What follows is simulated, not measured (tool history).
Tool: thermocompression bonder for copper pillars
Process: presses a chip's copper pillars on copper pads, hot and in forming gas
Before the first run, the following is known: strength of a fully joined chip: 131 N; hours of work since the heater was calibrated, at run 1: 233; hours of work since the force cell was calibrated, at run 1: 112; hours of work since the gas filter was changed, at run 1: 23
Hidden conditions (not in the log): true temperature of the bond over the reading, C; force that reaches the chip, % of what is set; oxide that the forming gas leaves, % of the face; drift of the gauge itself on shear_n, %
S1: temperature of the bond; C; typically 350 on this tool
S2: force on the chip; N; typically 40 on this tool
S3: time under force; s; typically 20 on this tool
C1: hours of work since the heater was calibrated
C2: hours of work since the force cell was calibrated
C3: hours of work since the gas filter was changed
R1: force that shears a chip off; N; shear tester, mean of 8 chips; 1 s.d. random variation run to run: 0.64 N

run,day,S1,S2,S3,C1,C2,C3,R1
1,0,350,40,20,233,112,23,63.8
2,0.333,358,40,20,236,116,26,66.7
3,0.6,358,40,20,239,119,29,66.7
4,0.958,358,40,20,243,123,33,66.4
5,1.179,358,40,20,246,125,36,65.8
6,1.362,358,40,20,248,127,38,67.7
7,1.679,358,40,20,251,130,41,67.4
8,1.888,358,40,20,253,133,43,66.3
9,2.042,350,40,40,255,134,45,80.6
10,2.2,350,48,40,257,136,47,87.8
11,2.579,350,48,40,261,140,51,87.2
12,2.804,350,48,40,263,143,53,87.9
13,2.971,350,40,20,265,144,55,65
14,3.346,350,40,27,269,149,59,69.8
15,3.521,350,40,27,271,150,61,70.7
# day 3.638: heater calibrated with a thermocouple chip
16,3.821,350,40,20,2,153,63,63.8
17,4.192,350,40,20,6,157,67,64.6
18,4.475,363,39,23,9,160,71,71.1
19,4.825,342,45,28,13,164,74,73.2
20,4.983,376,40,22,15,165,76,76.6
21,5.15,362,29,48,16,167,78,75.9
# day 5.425: heater calibrated with a thermocouple chip, once more
22,5.562,350,27,20,1,171,81,48.5
23,5.817,350,28,30,4,174,84,58.2
24,6.042,350,40,10,7,176,87,47.8
25,6.238,350,40,10,9,178,89,47.9
26,6.538,350,40,10,12,181,92,48.4
27,6.754,350,40,10,14,184,94,47.4
28,6.996,326,40,10,17,186,97,39.1
29,7.262,326,40,10,20,189,100,39.3
30,7.538,374,35,11,23,192,103,52.5
31,7.808,364,29,30,26,195,106,65.1
32,8.038,364,29,30,28,198,108,64.1
33,8.396,350,40,10,32,202,112,46.9
34,8.679,329,40,49,35,205,115,72.7

Each row is a separate what-if for the run after 34, all from the same tool condition, not one after another. Results?
A,9,353,44,41,39,208,119,?
B,9,350,40,58,39,208,119,?
C,9,329,40,49,39,208,119,?
D,9,368,29,10,39,208,119,?
E,9,350,40,36,39,208,119,?

run,R1
A,82.3
B,86.4
C,72.9
D,43.5
E,74.9
Stripped of hidden state, with their random variation kept, the same runs would have yielded:
run,R1
A,85.1
B,89.3
C,75.3
D,44.9
E,77.4
